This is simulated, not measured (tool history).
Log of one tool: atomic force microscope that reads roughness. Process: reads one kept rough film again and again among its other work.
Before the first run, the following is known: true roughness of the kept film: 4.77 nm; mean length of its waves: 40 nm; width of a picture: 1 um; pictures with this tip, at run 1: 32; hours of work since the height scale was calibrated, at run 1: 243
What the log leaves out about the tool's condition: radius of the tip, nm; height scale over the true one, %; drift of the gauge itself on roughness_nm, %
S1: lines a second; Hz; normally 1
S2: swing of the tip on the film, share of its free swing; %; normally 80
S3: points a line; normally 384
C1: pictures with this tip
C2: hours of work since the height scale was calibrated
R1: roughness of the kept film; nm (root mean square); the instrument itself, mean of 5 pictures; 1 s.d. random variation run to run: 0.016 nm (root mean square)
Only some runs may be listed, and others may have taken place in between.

run   hour    S1  S2   S3  C1   C2     R1
  1      0     1  80  384  32  243  3.416
  2   12.6     1  80  384  44  249  3.246
  3   23.4     1  75  384  54  254  3.168
  4   37.2     1  80  494  67  261  2.993
      45.3  -- new tip fitted
  5   52.5     1  80  384   7  268  3.803
  6   62.5     1  80  384  16  273  3.682
  7   75.1     1  80  334  28  279  3.485
  8   87.5     1  80  334  40  285  3.318
  9  102.1     1  80  334  54  292   3.14
 10  114.9     1  80  740  66  298  3.017
     123.9  -- new tip fitted
 11  129.1  0.77  56  272   5  304  4.047
 12  143.6     1  80  570  18  311  3.625
 13  150.5  1.67  64  339  25  315  3.601
     152.5  -- height scale calibrated on a step standard
 14  160.9  1.23  68  384  34    4  3.485
 15  174.1  1.23  68  384  46   10   3.31
 16  187.3  1.23  68  384  59   17   3.14
 17    199  1.46  71  755  70   22  2.988
     203.6  -- new tip fitted
 18  210.6  1.46  71  755   6   28  3.839
 19  219.8  1.46  71  755  15   32  3.686

Predict each of these 3 candidate next runs independently; none follows another, all start after run 19:
  A  232.6     1  87  963  27  38   ?
  B  232.6  1.46  84  700  27  38   ?
  C  232.6  3.52  80  278  27  38   ?

run     R1
  A  3.369
  B  3.268
  C  2.909
With the hidden condition removed and each run's random variation left untouched, the same runs would have given:
run     R1
  A  3.851
  B  3.736
  C  3.325
